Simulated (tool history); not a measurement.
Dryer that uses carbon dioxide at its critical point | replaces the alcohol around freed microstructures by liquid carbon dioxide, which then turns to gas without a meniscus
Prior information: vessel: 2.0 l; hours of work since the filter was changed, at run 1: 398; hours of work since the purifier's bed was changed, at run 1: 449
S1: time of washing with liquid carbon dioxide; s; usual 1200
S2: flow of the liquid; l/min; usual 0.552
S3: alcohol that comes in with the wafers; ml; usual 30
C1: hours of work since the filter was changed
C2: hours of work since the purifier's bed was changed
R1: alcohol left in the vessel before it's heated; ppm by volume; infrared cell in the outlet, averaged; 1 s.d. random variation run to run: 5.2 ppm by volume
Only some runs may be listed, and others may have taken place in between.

run     day    S1     S2  S3   C1   C2   R1
  1   0.000  1200  0.552  30  398  449  292
  2   1.717  1200  0.552  30  428  479  314
  3   3.958  1200  0.552  30  467  518  330
      5.825  -- inlet filter changed
  4   6.371  1200  0.552  30   10  560  207
  5   8.600  1200  0.552  30   48  599  240
  6  11.492  1200  0.552  30   99  649  236
  7  13.762  1200  0.460  30  139  689  444
     15.988  -- purifier's bed changed
  8  16.088  1200  0.483  30  177    2  249
  9  18.329  1320  0.552  30  216   41   96
 10  21.175  1320  0.552  30  266   91  128
 11  23.900  1320  0.552  30  314  138  139
 12  25.792  1200  0.480  30  347  171  373
 13  27.212  1200  0.480  30  372  196  372
 14  28.679  1200  0.542  30  397  222  261
 15  31.354  1200  0.552  30  444  269  269
 16  34.108  1200  0.552  25  492  317  262
     34.579  -- inlet filter changed
 17  35.592  1200  0.552  25   18  342  165
 18  37.942  1200  0.552  25   59  383  177
 19  40.729  1200  0.552  25  108  432  204
 20  42.896  1200  0.552  25  145  470  219
 21  45.250  1200  0.552  25  187  511  219
 22  46.846  1200  0.552  25  215  539  237
 23  48.738  1200  0.552  25  248  572  250
 24  51.217  1200  0.552  25  291  615  274
 25  52.471  1560  0.552  25  313  637  177
 26  54.962  1560  0.552  25  356  681  186
 27  56.204  1800  0.598  90  378  703  175
     57.692  -- purifier's bed changed
 28  58.912  1800  0.598  90  423   21   52
 29  61.425  1800  0.800  30  467   65   21
 30  62.783  1800  0.800  30  491   89   22
     63.325  -- inlet filter changed
 31  65.204  1200  0.491  93   33  131  618
 32  67.867  1200  0.491  93   79  177  678
 33  69.150  1200  0.491  93  102  200  698
 34  71.392  1200  0.491  93  141  239  745
 35  73.296  1200  0.552  30  174  272  200

Predict the results of run 36:
 36  75.358  1200  0.561  21  210  308   ?

R1: 155 ppm by volume
If the tool had no hidden condition, the same run with the same run-to-run variation would have returned R1 65 ppm by volume.
